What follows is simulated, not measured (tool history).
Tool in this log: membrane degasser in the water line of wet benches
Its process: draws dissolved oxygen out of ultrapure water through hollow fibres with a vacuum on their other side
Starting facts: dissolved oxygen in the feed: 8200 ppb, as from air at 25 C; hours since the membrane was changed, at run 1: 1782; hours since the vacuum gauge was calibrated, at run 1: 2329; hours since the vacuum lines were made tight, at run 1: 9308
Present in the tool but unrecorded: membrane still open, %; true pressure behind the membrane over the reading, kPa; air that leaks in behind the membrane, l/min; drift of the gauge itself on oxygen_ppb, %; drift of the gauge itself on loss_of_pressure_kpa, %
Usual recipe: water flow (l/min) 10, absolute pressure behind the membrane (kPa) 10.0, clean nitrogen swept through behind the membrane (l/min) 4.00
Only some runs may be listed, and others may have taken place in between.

| run | hour | water flow (l/min) | absolute pressure behind the membrane (kPa) | clean nitrogen swept through behind the membrane (l/min) | hours since the membrane was changed | hours since the vacuum gauge was calibrated | hours since the vacuum lines were made tight | dissolved oxygen in the water behind the degasser (ppb) | pressure that the water loses in the fibres (kPa) |
|---|---|---|---|---|---|---|---|---|---|
| 1 | 0.0 | 10 | 10.0 | 4.00 | 1782 | 2329 | 9308 | 286.4 | 66.39 |
| 2 | 43.8 | 10 | 10.0 | 4.00 | 1826 | 2373 | 9352 | 287.4 | 66.36 |
| 3 | 76.4 | 10 | 10.0 | 4.00 | 1859 | 2406 | 9385 | 285.7 | 66.09 |
| 4 | 98.0 | 10 | 10.0 | 4.00 | 1880 | 2427 | 9406 | 289.3 | 66.23 |
| 5 | 138.0 | 10 | 10.0 | 4.00 | 1920 | 2467 | 9446 | 290.5 | 66.35 |
| 6 | 177.2 | 10 | 10.0 | 4.00 | 1959 | 2507 | 9485 | 285.1 | 66.35 |
| 7 | 214.1 | 10 | 14.8 | 4.00 | 1996 | 2544 | 9522 | 320.7 | 66.25 |
| 8 | 263.1 | 10 | 14.8 | 4.00 | 2045 | 2593 | 9571 | 315.4 | 66.26 |
| 9 | 293.5 | 10 | 14.8 | 4.00 | 2076 | 2623 | 9602 | 317.0 | 66.09 |
| 10 | 335.8 | 10 | 14.8 | 4.00 | 2118 | 2665 | 9644 | 318.2 | 66.34 |
| 11 | 370.2 | 9 | 14.8 | 4.00 | 2152 | 2700 | 9678 | 258.6 | 59.31 |
| 12 | 397.9 | 9 | 14.8 | 4.00 | 2180 | 2727 | 9706 | 259.2 | 59.52 |
| 13 | 422.3 | 9 | 14.8 | 4.00 | 2204 | 2752 | 9731 | 256.3 | 59.83 |
| 14 | 468.2 | 9 | 14.8 | 4.00 | 2250 | 2798 | 9776 | 258.2 | 59.80 |
| 15 | 505.7 | 9 | 14.8 | 8.38 | 2288 | 2835 | 9814 | 222.4 | 59.70 |
| 16 | 555.1 | 9 | 14.8 | 8.38 | 2337 | 2885 | 9863 | 230.1 | 59.21 |
| 17 | 586.5 | 9 | 10.0 | 1.86 | 2369 | 2916 | 9895 | 273.1 | 59.84 |
| 18 | 636.1 | 9 | 10.0 | 1.86 | 2418 | 2966 | 9944 | 277.2 | 60.10 |
| 19 | 670.9 | 11 | 22.8 | 2.20 | 2453 | 3000 | 9979 | 527.7 | 73.35 |
| 20 | 710.2 | 6 | 7.2 | 4.00 | 2492 | 3040 | 10018 | 81.4 | 39.85 |
| 21 | 741.4 | 15 | 9.6 | 4.00 | 2524 | 3071 | 10050 | 608.0 | 99.64 |
| 22 | 790.7 | 15 | 9.6 | 4.00 | 2573 | 3120 | 10099 | 606.8 | 99.82 |
| 23 | 814.0 | 8 | 12.3 | 2.94 | 2596 | 3143 | 10122 | 206.0 | 52.88 |
| 24 | 836.3 | 9 | 12.3 | 7.97 | 2618 | 3166 | 10145 | 219.8 | 59.93 |
| 25 | 869.8 | 9 | 6.4 | 2.16 | 2652 | 3199 | 10178 | 229.2 | 59.91 |
| 26 | 895.0 | 9 | 6.4 | 2.16 | 2677 | 3224 | 10203 | 232.5 | 59.68 |
| 27 | 938.3 | 10 | 7.4 | 1.77 | 2720 | 3268 | 10247 | 311.4 | 66.75 |
| 28 | 986.4 | 10 | 7.4 | 1.77 | 2769 | 3316 | 10295 | 307.4 | 66.77 |
| 29 | 1014.9 | 10 | 21.5 | 1.69 | 2797 | 3344 | 10323 | 507.7 | 66.49 |
| 30 | 1053.0 | 10 | 21.5 | 7.15 | 2835 | 3382 | 10361 | 313.2 | 66.67 |
| 31 | 1094.3 | 14 | 10.0 | 2.01 | 2876 | 3424 | 10403 | 592.7 | 93.57 |
| 32 | 1124.1 | 10 | 11.4 | 4.00 | 2906 | 3454 | 10432 | 296.2 | 66.60 |

Branching from run 32: 3 alternative next runs. What would each branch give?
|  | 1163.2 | vacuum gauge calibrated |
| A | 1163.2 | 15 | 10.0 | 1.66 | 2945 | 0 | 10471 | ? | ? |
|  | 1163.2 | vacuum gauge calibrated |
| B | 1163.2 | 13 | 11.4 | 4.00 | 2945 | 0 | 10471 | ? | ? |
|  | 1163.2 | vacuum gauge calibrated |
| C | 1163.2 | 10 | 15.2 | 9.66 | 2945 | 0 | 10471 | ? | ? |

| run | dissolved oxygen in the water behind the degasser (ppb) | pressure that the water loses in the fibres (kPa) |
|---|---|---|
| A | 687.2 | 100.22 |
| B | 494.0 | 86.86 |
| C | 280.0 | 66.41 |
Stripped of hidden state, with their random variation kept, the same runs would have yielded:
| run | dissolved oxygen in the water behind the degasser (ppb) | pressure that the water loses in the fibres (kPa) |
|---|---|---|
| A | 655.3 | 98.22 |
| B | 467.3 | 85.13 |
| C | 261.7 | 65.08 |
